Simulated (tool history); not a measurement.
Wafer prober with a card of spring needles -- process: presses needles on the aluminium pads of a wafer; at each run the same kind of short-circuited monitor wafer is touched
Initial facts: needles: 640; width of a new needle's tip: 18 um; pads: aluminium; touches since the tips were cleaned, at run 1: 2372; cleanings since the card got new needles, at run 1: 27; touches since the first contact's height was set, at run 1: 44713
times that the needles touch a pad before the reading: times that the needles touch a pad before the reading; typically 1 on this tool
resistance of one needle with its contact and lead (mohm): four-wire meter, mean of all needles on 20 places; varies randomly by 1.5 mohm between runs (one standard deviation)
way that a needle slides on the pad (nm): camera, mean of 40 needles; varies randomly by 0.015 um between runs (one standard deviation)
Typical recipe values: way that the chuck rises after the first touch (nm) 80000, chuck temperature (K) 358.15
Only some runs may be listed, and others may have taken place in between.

| run | day | way that the chuck rises after the first touch (nm) | chuck temperature (K) | times that the needles touch a pad before the reading | touches since the tips were cleaned | cleanings since the card got new needles | touches since the first contact's height was set | resistance of one needle with its contact and lead (mohm) | way that a needle slides on the pad (nm) |
|---|---|---|---|---|---|---|---|---|---|
| 1 | 0.000 | 80000 | 358.15 | 1 | 2372 | 27 | 44713 | 146 | 20960 |
|  | 0.208 | tips cleaned on abrasive film |
| 2 | 0.433 | 80000 | 358.15 | 1 | 3449 | 28 | 51253 | 146 | 20980 |
|  | 0.596 | tips cleaned on abrasive film |
| 3 | 0.779 | 95000 | 358.15 | 1 | 2759 | 29 | 56407 | 139 | 24880 |
|  | 0.962 | tips cleaned on abrasive film |
|  | 1.146 | height of the first contact set anew |
| 4 | 1.188 | 95000 | 358.15 | 1 | 3211 | 30 | 598 | 143 | 24910 |
|  | 1.371 | tips cleaned on abrasive film |
|  | 1.729 | tips cleaned on abrasive film |
| 5 | 1.733 | 80000 | 314.15 | 1 | 46 | 32 | 8779 | 140 | 20970 |
|  | 2.079 | tips cleaned on abrasive film |
| 6 | 2.221 | 80000 | 314.15 | 1 | 2142 | 33 | 16130 | 140 | 20970 |
|  | 2.433 | tips cleaned on abrasive film |
| 7 | 2.738 | 80000 | 314.15 | 1 | 4586 | 34 | 23876 | 135 | 20980 |
|  | 2.804 | tips cleaned on abrasive film |
|  | 3.179 | tips cleaned on abrasive film |
| 8 | 3.442 | 80000 | 370.15 | 1 | 3980 | 36 | 34439 | 151 | 20960 |
|  | 3.533 | tips cleaned on abrasive film |
|  | 3.892 | tips cleaned on abrasive film |
| 9 | 4.146 | 80000 | 370.15 | 1 | 3895 | 38 | 45039 | 147 | 20970 |
|  | 4.267 | tips cleaned on abrasive film |
|  | 4.633 | tips cleaned on abrasive film |
| 10 | 4.846 | 80000 | 358.15 | 2 | 3275 | 40 | 55553 | 146 | 20960 |
|  | 5.004 | tips cleaned on abrasive film |
|  | 5.238 | height of the first contact set anew |
|  | 5.375 | tips cleaned on abrasive film |
| 11 | 5.438 | 80000 | 395.15 | 1 | 999 | 42 | 2976 | 152 | 21020 |
|  | 5.729 | tips cleaned on abrasive film |
| 12 | 5.979 | 80000 | 395.15 | 1 | 3809 | 43 | 11089 | 154 | 21010 |
|  | 6.083 | tips cleaned on abrasive film |
|  | 6.479 | tips cleaned on abrasive film |
| 13 | 6.675 | 80000 | 323.15 | 1 | 2960 | 45 | 21527 | 141 | 21010 |
|  | 6.858 | tips cleaned on abrasive film |
| 14 | 7.004 | 80000 | 358.15 | 2 | 2183 | 46 | 26468 | 147 | 20980 |
|  | 7.233 | tips cleaned on abrasive film |
|  | 7.638 | tips cleaned on abrasive film |
| 15 | 7.679 | 80000 | 358.15 | 2 | 625 | 48 | 36600 | 146 | 20970 |
|  | 8.008 | tips cleaned on abrasive film |
|  | 8.367 | tips cleaned on abrasive film |
| 16 | 8.429 | 80000 | 358.15 | 2 | 905 | 50 | 47832 | 148 | 20970 |
|  | 8.733 | tips cleaned on abrasive film |
| 17 | 8.854 | 81000 | 307.15 | 2 | 1832 | 51 | 54265 | 137 | 21240 |
|  | 9.104 | tips cleaned on abrasive film |
| 18 | 9.250 | 82000 | 308.15 | 1 | 2255 | 52 | 60226 | 138 | 21480 |
|  | 9.333 | height of the first contact set anew |
|  | 9.504 | tips cleaned on abrasive film |
|  | 9.867 | tips cleaned on abrasive film |
| 19 | 9.958 | 83000 | 358.15 | 1 | 1398 | 54 | 9347 | 144 | 21750 |
|  | 10.217 | tips cleaned on abrasive film |
| 20 | 10.538 | 68000 | 299.15 | 1 | 4889 | 55 | 18085 | 140 | 17860 |
|  | 10.608 | tips cleaned on abrasive film |
| 21 | 10.862 | 99000 | 377.15 | 1 | 3864 | 56 | 22987 | 143 | 25960 |
|  | 11.008 | tips cleaned on abrasive film |
| 22 | 11.304 | 80000 | 317.15 | 1 | 4490 | 57 | 29605 | 139 | 20970 |
|  | 11.383 | tips cleaned on abrasive film |
|  | 11.758 | tips cleaned on abrasive film |
| 23 | 11.979 | 80000 | 317.15 | 1 | 3356 | 59 | 39725 | 141 | 20970 |
|  | 12.108 | tips cleaned on abrasive film |
|  | 12.450 | tips cleaned on abrasive film |
| 24 | 12.496 | 80000 | 299.15 | 3 | 652 | 61 | 47420 | 133 | 20940 |
|  | 12.838 | tips cleaned on abrasive film |
|  | 13.212 | tips cleaned on abrasive film |
| 25 | 13.221 | 80000 | 299.15 | 3 | 155 | 63 | 58325 | 133 | 21000 |
|  | 13.438 | height of the first contact set anew |
| 26 | 13.546 | 84000 | 301.15 | 2 | 4888 | 63 | 1621 | 134 | 22050 |
|  | 13.579 | tips cleaned on abrasive film |
|  | 13.921 | tips cleaned on abrasive film |
| 27 | 13.967 | 97000 | 306.15 | 1 | 648 | 65 | 7870 | 133 | 25430 |
|  | 14.288 | tips cleaned on abrasive film |
|  | 14.629 | tips cleaned on abrasive film |
| 28 | 14.658 | 97000 | 306.15 | 1 | 463 | 67 | 18284 | 135 | 25430 |
|  | 14.983 | tips cleaned on abrasive film |
|  | 15.333 | tips cleaned on abrasive film |
| 29 | 15.333 | 97000 | 343.15 | 2 | 0 | 69 | 28410 | 138 | 25450 |
|  | 15.679 | tips cleaned on abrasive film |
|  | 16.042 | tips cleaned on abrasive film |
| 30 | 16.042 | 66000 | 355.15 | 1 | 0 | 71 | 39014 | 150 | 17300 |
|  | 16.400 | tips cleaned on abrasive film |
| 31 | 16.558 | 72000 | 308.15 | 2 | 2389 | 72 | 46770 | 140 | 18920 |

Hidden state at the last listed run before each entry between runs and at the first one after, where it differs:
From run 1 to run 2: tips cleaned on abrasive film (day 0.208)
  way that the needles fall short of the set height, um: 0 -> 0.01
From run 2 to run 3: tips cleaned on abrasive film (day 0.596)
  nothing in the hidden state changes from one run to the other
From run 3 to run 4: tips cleaned on abrasive film (day 0.962); height of the first contact set anew (day 1.146)
  way that the needles fall short of the set height, um: 0.01 -> 0
From run 4 to run 5: tips cleaned on abrasive film (day 1.371); tips cleaned on abrasive film (day 1.729)
  debris on the tips, nm: 0.5 -> 0.1
From run 5 to run 6: tips cleaned on abrasive film (day 2.079)
  debris on the tips, nm: 0.1 -> 0.4
From run 6 to run 7: tips cleaned on abrasive film (day 2.433)
  debris on the tips, nm: 0.4 -> 0.6
From run 7 to run 8: tips cleaned on abrasive film (day 2.804); tips cleaned on abrasive film (day 3.179)
  nothing in the hidden state changes from one run to the other
From run 8 to run 9: tips cleaned on abrasive film (day 3.533); tips cleaned on abrasive film (day 3.892)
  nothing in the hidden state changes from one run to the other
From run 9 to run 10: tips cleaned on abrasive film (day 4.267); tips cleaned on abrasive film (day 4.633)
  debris on the tips, nm: 0.6 -> 0.5; way that the needles fall short of the set height, um: 0 -> 0.01
From run 10 to run 11: tips cleaned on abrasive film (day 5.004); height of the first contact set anew (day 5.238); tips cleaned on abrasive film (day 5.375)
  debris on the tips, nm: 0.5 -> 0.2; way that the needles fall short of the set height, um: 0.01 -> 0
From run 11 to run 12: tips cleaned on abrasive film (day 5.729)
  debris on the tips, nm: 0.2 -> 0.6
From run 12 to run 13: tips cleaned on abrasive film (day 6.083); tips cleaned on abrasive film (day 6.479)
  debris on the tips, nm: 0.6 -> 0.5
From run 13 to run 14: tips cleaned on abrasive film (day 6.858)
  debris on the tips, nm: 0.5 -> 0.4
From run 14 to run 15: tips cleaned on abrasive film (day 7.233); tips cleaned on abrasive film (day 7.638)
  debris on the tips, nm: 0.4 -> 0.2
From run 15 to run 16: tips cleaned on abrasive film (day 8.008); tips cleaned on abrasive film (day 8.367)
  way that the needles fall short of the set height, um: 0 -> 0.01
From run 16 to run 17: tips cleaned on abrasive film (day 8.733)
  debris on the tips, nm: 0.2 -> 0.4
From run 17 to run 18: tips cleaned on abrasive film (day 9.104)
  nothing in the hidden state changes from one run to the other
From run 18 to run 19: height of the first contact set anew (day 9.333); tips cleaned on abrasive film (day 9.504); tips cleaned on abrasive film (day 9.867)
  debris on the tips, nm: 0.4 -> 0.3; way that the needles fall short of the set height, um: 0.01 -> 0
From run 19 to run 20: tips cleaned on abrasive film (day 10.217)
  debris on the tips, nm: 0.3 -> 0.6
From run 20 to run 21: tips cleaned on abrasive film (day 10.608)
  nothing in the hidden state changes from one run to the other
From run 21 to run 22: tips cleaned on abrasive film (day 11.008)
  nothing in the hidden state changes from one run to the other
From run 22 to run 23: tips cleaned on abrasive film (day 11.383); tips cleaned on abrasive film (day 11.758)
  debris on the tips, nm: 0.6 -> 0.5
From run 23 to run 24: tips cleaned on abrasive film (day 12.108); tips cleaned on abrasive film (day 12.450)
  debris on the tips, nm: 0.5 -> 0.2
From run 24 to run 25: tips cleaned on abrasive film (day 12.838); tips cleaned on abrasive film (day 13.212)
  debris on the tips, nm: 0.2 -> 0.1; way that the needles fall short of the set height, um: 0 -> 0.01
From run 25 to run 26: height of the first contact set anew (day 13.438)
  debris on the tips, nm: 0.1 -> 0.6; way that the needles fall short of the set height, um: 0.01 -> 0
From run 26 to run 27: tips cleaned on abrasive film (day 13.579); tips cleaned on abrasive film (day 13.921)
  debris on the tips, nm: 0.6 -> 0.2
From run 27 to run 28: tips cleaned on abrasive film (day 14.288); tips cleaned on abrasive film (day 14.629)
  nothing in the hidden state changes from one run to the other
From run 28 to run 29: tips cleaned on abrasive film (day 14.983); tips cleaned on abrasive film (day 15.333)
  debris on the tips, nm: 0.2 -> 0
From run 29 to run 30: tips cleaned on abrasive film (day 15.679); tips cleaned on abrasive film (day 16.042)
  nothing in the hidden state changes from one run to the other
From run 30 to run 31: tips cleaned on abrasive film (day 16.400)
  debris on the tips, nm: 0 -> 0.4; way that the needles fall short of the set height, um: 0 -> 0.01
